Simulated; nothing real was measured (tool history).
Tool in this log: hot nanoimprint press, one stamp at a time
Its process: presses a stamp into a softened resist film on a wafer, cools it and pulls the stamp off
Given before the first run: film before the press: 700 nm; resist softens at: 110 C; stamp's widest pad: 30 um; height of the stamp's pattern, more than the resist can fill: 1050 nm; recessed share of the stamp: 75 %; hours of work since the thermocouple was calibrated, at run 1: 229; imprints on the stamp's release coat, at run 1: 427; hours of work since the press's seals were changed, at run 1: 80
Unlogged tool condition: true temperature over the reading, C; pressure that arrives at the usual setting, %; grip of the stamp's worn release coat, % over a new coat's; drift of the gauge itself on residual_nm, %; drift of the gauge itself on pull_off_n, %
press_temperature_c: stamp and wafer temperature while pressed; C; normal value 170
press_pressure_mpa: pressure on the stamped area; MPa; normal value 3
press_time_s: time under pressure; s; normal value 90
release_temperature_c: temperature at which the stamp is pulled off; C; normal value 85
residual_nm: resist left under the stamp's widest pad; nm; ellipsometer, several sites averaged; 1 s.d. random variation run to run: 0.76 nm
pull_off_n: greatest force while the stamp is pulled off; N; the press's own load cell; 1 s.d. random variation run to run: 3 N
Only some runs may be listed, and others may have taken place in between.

run   hour  press_temperature_c  press_pressure_mpa  press_time_s  release_temperature_c  hours of work since the thermocouple was calibrated  imprints on the stamp's release coat  hours of work since the press's seals were changed  residual_nm  pull_off_n
  1      0                  170                   3            90                     85                                                  229                                   427                                                  80        371.1         158
  2   28.9                  170                   3            90                     85                                                  249                                   568                                                 100        371.9         163
  3     58                  170                   3            90                     71                                                  268                                   709                                                 120        369.8         218
  4   76.1                  170                   3            90                     71                                                  281                                   797                                                 132        371.3         219
  5  107.1                  170                4.72            90                     85                                                  302                                   948                                                 153        308.6         174
  6  129.3                  170                4.72            90                     85                                                  317                                  1056                                                 168          309         192
  7  147.3                  170                4.72            90                     85                                                  329                                  1143                                                 180        308.9         187
  8    172                  170                4.72            52                     85                                                  346                                  1264                                                 197        377.4         193
  9  189.9                  170                   3            90                     85                                                  358                                  1351                                                 209        368.9         188
 10  211.6                  170                   3            90                     85                                                  373                                  1456                                                 224          368         195
 11  234.2                  170                   3            90                     85                                                  388                                  1566                                                 239        366.7         202
 12    254                  170                2.71            90                     85                                                  401                                  1662                                                 253        381.1         205
     267.2  -- plate thermocouple calibrated
 13  276.3                  170                2.71            90                     85                                                    6                                  1757                                                 266        368.6         207
 14  292.5                  170                   3            89                     85                                                   17                                  1835                                                 277        356.5         202
 15  319.2                  170                   3            90                     85                                                   35                                  1965                                                 295        353.9         214
     341.3  -- plate thermocouple calibrated, once more
 16  341.3                  170                   3            90                     85                                                    0                                  2058                                                 308        382.8         230
 17  360.3                  170                   3            90                     85                                                   13                                  2150                                                 321        385.2         227
 18  379.4                  170                 2.7           129                     81                                                   26                                  2243                                                 334        351.5         270
 19    406                  170                1.95            79                     71                                                   44                                  2372                                                 352        459.4         309
     432.4  -- stamp cleaned and given a new release coat
 20  440.8                  170                1.95            79                     71                                                   63                                    41                                                 371        456.7         195
 21  469.5                  181                2.98            90                     85                                                   83                                   180                                                 391        258.5         149
 22    493                  181                2.98            57                     85                                                   99                                   295                                                 407        310.9         159
 23  519.9                  170                1.97            90                     85                                                  117                                   425                                                 425        437.4         160
 24  550.5                  170                1.97            90                     85                                                  138                                   574                                                 446        437.7         171
 25  571.2                  170                1.97            90                     85                                                  152                                   675                                                 460        438.7         169
 26  603.5                  170                   3            46                     91                                                  174                                   832                                                 482        466.1         149
 27    625                  170                   3            71                     85                                                  188                                   936                                                 496        409.1         178
 28  653.7                  170                2.98            71                     85                                                  208                                  1076                                                 516        409.4         193
 29  671.8                  170                2.98            71                     85                                                  220                                  1164                                                 528        409.6         185
 30    698                  176                   3            61                     89                                                  238                                  1291                                                 546        351.9         174

4 options for the next run, each taken on its own from the tool as it stands now. Forecast them:
  A  713.9                  170                2.07            90                     88                                                  249                                  1369                                                 557            ?           ?
  B  713.9                  176                   3           117                     77                                                  249                                  1369                                                 557            ?           ?
  C  713.9                  176                   3            90                     75                                                  249                                  1369                                                 557            ?           ?
  D  713.9                  176                4.41            61                     89                                                  249                                  1369                                                 557            ?           ?

run  residual_nm  pull_off_n
  A        426.5         183
  B          273         235
  C        302.8         240
  D        302.5         179
Without the tool's hidden state the same runs would have given:
run  residual_nm  pull_off_n
  A        435.1         135
  B        277.9         172
  C        307.9         175
  D        304.8         132
